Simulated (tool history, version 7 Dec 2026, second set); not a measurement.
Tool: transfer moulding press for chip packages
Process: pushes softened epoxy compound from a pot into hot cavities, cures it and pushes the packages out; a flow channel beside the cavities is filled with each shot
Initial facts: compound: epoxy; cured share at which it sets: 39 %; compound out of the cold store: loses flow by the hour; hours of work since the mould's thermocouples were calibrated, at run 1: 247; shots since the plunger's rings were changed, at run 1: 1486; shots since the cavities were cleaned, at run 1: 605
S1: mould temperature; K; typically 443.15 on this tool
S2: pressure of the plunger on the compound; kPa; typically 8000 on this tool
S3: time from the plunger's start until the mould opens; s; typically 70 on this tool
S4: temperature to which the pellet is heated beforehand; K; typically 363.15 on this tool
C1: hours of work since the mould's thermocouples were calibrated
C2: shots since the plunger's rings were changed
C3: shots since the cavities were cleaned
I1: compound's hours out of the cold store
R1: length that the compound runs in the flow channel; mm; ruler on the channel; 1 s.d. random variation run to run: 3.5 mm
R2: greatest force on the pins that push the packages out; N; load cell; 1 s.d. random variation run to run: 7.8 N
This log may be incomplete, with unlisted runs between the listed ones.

{"run": 1, "hour": 0.0, "S1": 443.15, "S2": 8000, "S3": 70, "S4": 363.15, "C1": 247, "C2": 1486, "C3": 605, "I1": 17.4, "R1": 1001, "R2": 358}
{"hour": 7.7, "done": "cavities cleaned with cleaning compound and waxed"}
{"run": 2, "hour": 10.4, "S1": 443.15, "S2": 8000, "S3": 70, "S4": 363.15, "C1": 253, "C2": 1642, "C3": 46, "I1": 9.8, "R1": 1037, "R2": 357}
{"run": 3, "hour": 23.0, "S1": 443.15, "S2": 8000, "S3": 82, "S4": 363.15, "C1": 262, "C2": 1865, "C3": 269, "I1": 38.6, "R1": 923, "R2": 253}
{"run": 4, "hour": 32.4, "S1": 447.15, "S2": 8000, "S3": 70, "S4": 363.15, "C1": 269, "C2": 2030, "C3": 434, "I1": 12.7, "R1": 1004, "R2": 287}
{"run": 5, "hour": 42.8, "S1": 443.15, "S2": 8000, "S3": 70, "S4": 363.15, "C1": 277, "C2": 2214, "C3": 618, "I1": 15.8, "R1": 1008, "R2": 357}
{"hour": 49.4, "done": "cavities cleaned with cleaning compound and waxed"}
{"run": 6, "hour": 56.9, "S1": 443.15, "S2": 8000, "S3": 70, "S4": 363.15, "C1": 286, "C2": 2434, "C3": 130, "I1": 36.4, "R1": 934, "R2": 319}
{"hour": 65.2, "done": "plunger's sealing rings changed"}
{"run": 7, "hour": 68.7, "S1": 443.15, "S2": 8000, "S3": 107, "S4": 363.15, "C1": 293, "C2": 61, "C3": 295, "I1": 18.7, "R1": 997, "R2": 230}
{"run": 8, "hour": 77.8, "S1": 443.15, "S2": 8000, "S3": 65, "S4": 363.15, "C1": 299, "C2": 221, "C3": 455, "I1": 36.2, "R1": 933, "R2": 388}
{"run": 9, "hour": 88.4, "S1": 443.15, "S2": 9600, "S3": 70, "S4": 363.15, "C1": 307, "C2": 408, "C3": 642, "I1": 10.8, "R1": 1133, "R2": 355}
{"hour": 93.8, "done": "cavities cleaned with cleaning compound and waxed"}
{"run": 10, "hour": 99.8, "S1": 443.15, "S2": 9600, "S3": 70, "S4": 363.15, "C1": 314, "C2": 583, "C3": 106, "I1": 28.2, "R1": 1055, "R2": 350}
{"run": 11, "hour": 106.8, "S1": 443.15, "S2": 9040, "S3": 70, "S4": 363.15, "C1": 319, "C2": 706, "C3": 229, "I1": 25.6, "R1": 1031, "R2": 335}
{"run": 12, "hour": 118.9, "S1": 443.15, "S2": 8000, "S3": 70, "S4": 363.15, "C1": 328, "C2": 919, "C3": 442, "I1": 24.7, "R1": 970, "R2": 347}
{"run": 13, "hour": 125.1, "S1": 443.15, "S2": 8000, "S3": 70, "S4": 363.15, "C1": 332, "C2": 1028, "C3": 551, "I1": 36.1, "R1": 924, "R2": 333}
{"hour": 135.7, "done": "cavities cleaned with cleaning compound and waxed"}
{"run": 14, "hour": 137.0, "S1": 443.15, "S2": 8000, "S3": 70, "S4": 363.15, "C1": 340, "C2": 1212, "C3": 23, "I1": 15.6, "R1": 1008, "R2": 351}
{"run": 15, "hour": 146.7, "S1": 443.15, "S2": 8000, "S3": 70, "S4": 363.15, "C1": 347, "C2": 1383, "C3": 194, "I1": 33.6, "R1": 936, "R2": 325}
{"run": 16, "hour": 156.2, "S1": 443.15, "S2": 8000, "S3": 70, "S4": 363.15, "C1": 354, "C2": 1550, "C3": 361, "I1": 24.6, "R1": 979, "R2": 341}
{"run": 17, "hour": 164.9, "S1": 438.15, "S2": 8000, "S3": 109, "S4": 363.15, "C1": 360, "C2": 1703, "C3": 514, "I1": 23, "R1": 1001, "R2": 221}
{"hour": 177.8, "done": "cavities cleaned with cleaning compound and waxed"}
{"run": 18, "hour": 179.1, "S1": 438.15, "S2": 8000, "S3": 109, "S4": 363.15, "C1": 369, "C2": 1926, "C3": 21, "I1": 30.3, "R1": 976, "R2": 224}
{"run": 19, "hour": 189.5, "S1": 438.15, "S2": 8000, "S3": 50, "S4": 365.15, "C1": 377, "C2": 2110, "C3": 205, "I1": 17.9, "R1": 1025, "R2": 954}
{"run": 20, "hour": 202.7, "S1": 448.15, "S2": 6060, "S3": 77, "S4": 356.15, "C1": 386, "C2": 2342, "C3": 437, "I1": 27.1, "R1": 818, "R2": 238}
{"hour": 215.9, "done": "plunger's sealing rings changed"}
{"run": 21, "hour": 217.4, "S1": 441.15, "S2": 8000, "S3": 70, "S4": 363.15, "C1": 395, "C2": 25, "C3": 652, "I1": 23.4, "R1": 983, "R2": 395}
{"hour": 222.4, "done": "cavities cleaned with cleaning compound and waxed"}
{"run": 22, "hour": 227.6, "S1": 447.15, "S2": 8000, "S3": 99, "S4": 355.15, "C1": 401, "C2": 179, "C3": 92, "I1": 30.7, "R1": 939, "R2": 231}
{"run": 23, "hour": 233.1, "S1": 438.15, "S2": 8000, "S3": 86, "S4": 355.15, "C1": 405, "C2": 275, "C3": 188, "I1": 27.9, "R1": 984, "R2": 321}
{"run": 24, "hour": 239.8, "S1": 440.15, "S2": 7850, "S3": 57, "S4": 362.15, "C1": 410, "C2": 393, "C3": 306, "I1": 17.8, "R1": 1007, "R2": 709}
{"run": 25, "hour": 247.6, "S1": 440.15, "S2": 7850, "S3": 57, "S4": 362.15, "C1": 416, "C2": 531, "C3": 444, "I1": 46.8, "R1": 896, "R2": 640}
{"run": 26, "hour": 256.9, "S1": 440.15, "S2": 7850, "S3": 57, "S4": 362.15, "C1": 422, "C2": 694, "C3": 607, "I1": 34, "R1": 943, "R2": 678}
{"hour": 264.5, "done": "cavities cleaned with cleaning compound and waxed"}
{"run": 27, "hour": 270.7, "S1": 442.15, "S2": 7630, "S3": 74, "S4": 366.15, "C1": 431, "C2": 912, "C3": 110, "I1": 18.2, "R1": 973, "R2": 343}
{"run": 28, "hour": 282.3, "S1": 448.15, "S2": 6700, "S3": 70, "S4": 363.15, "C1": 439, "C2": 1115, "C3": 313, "I1": 13.3, "R1": 916, "R2": 266}

What if the next run were any one of these 4? Each begins from the tool's condition after run 28:
{"run": "A", "hour": 289.6, "S1": 439.15, "S2": 6630, "S3": 70, "S4": 371.15, "C1": 445, "C2": 1244, "C3": 442, "I1": 35.8, "R1": "?", "R2": "?"}
{"run": "B", "hour": 289.6, "S1": 436.15, "S2": 8130, "S3": 55, "S4": 363.15, "C1": 445, "C2": 1244, "C3": 442, "I1": 15.2, "R1": "?", "R2": "?"}
{"run": "C", "hour": 289.6, "S1": 445.15, "S2": 7640, "S3": 60, "S4": 363.15, "C1": 445, "C2": 1244, "C3": 442, "I1": 45.3, "R1": "?", "R2": "?"}
{"run": "D", "hour": 289.6, "S1": 436.15, "S2": 7610, "S3": 55, "S4": 363.15, "C1": 445, "C2": 1244, "C3": 442, "I1": 20, "R1": "?", "R2": "?"}

run=A R1=861 R2=414
run=B R1=1051 R2=885
run=C R1=873 R2=420
run=D R1=1002 R2=901
With no hidden state in the tool, these same runs would have given:
run=A R1=861 R2=411
run=B R1=1051 R2=879
run=C R1=873 R2=417
run=D R1=1002 R2=895
